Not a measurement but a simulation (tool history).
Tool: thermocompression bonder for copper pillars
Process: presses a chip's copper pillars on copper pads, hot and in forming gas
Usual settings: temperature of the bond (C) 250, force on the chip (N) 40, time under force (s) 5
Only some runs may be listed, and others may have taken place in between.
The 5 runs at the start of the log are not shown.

run	hour	temperature of the bond (C)	force on the chip (N)	time under force (s)	force that shears a chip off (N)
6	249.1	250	40	5	85.1
7	305.5	250	40	5	83.7
8	351.7	250	40	5	84.5
9	410.0	250	40	5	82.5
10	456.2	250	40	5	82.7
11	497.3	250	40	3	71.0
12	529.8	250	37	5	78.2
13	568.1	250	37	5	77.7
14	617.4	250	40	5	81.6
15	650.6	242	40	5	74.8
16	696.0	250	40	5	81.6
17	752.0	250	40	5	83.5
18	804.8	250	40	5	81.6
19	845.3	250	40	5	81.2
# hour 899.3: force cell calibrated
20	921.0	250	40	9	97.5
21	985.5	250	40	9	93.5
# hour 999.9: forming gas filter changed
22	1037.8	224	38	9	73.6
23	1081.1	224	26	4	39.0
24	1147.4	250	39	8	102.8
# hour 1199.7: force cell calibrated, once more
25	1205.1	250	39	8	97.0
26	1238.5	250	39	3	72.3
27	1299.7	250	39	3	72.4
28	1349.1	271	40	15	127.5
29	1403.9	250	30	3	57.8

For run 30, what comes out?
30	1435.0	275	32	5	?

force that shears a chip off (N): 96.4
With the hidden condition absent and the run-to-run variation left alone, this run would have shown force that shears a chip off (N) 92.4.
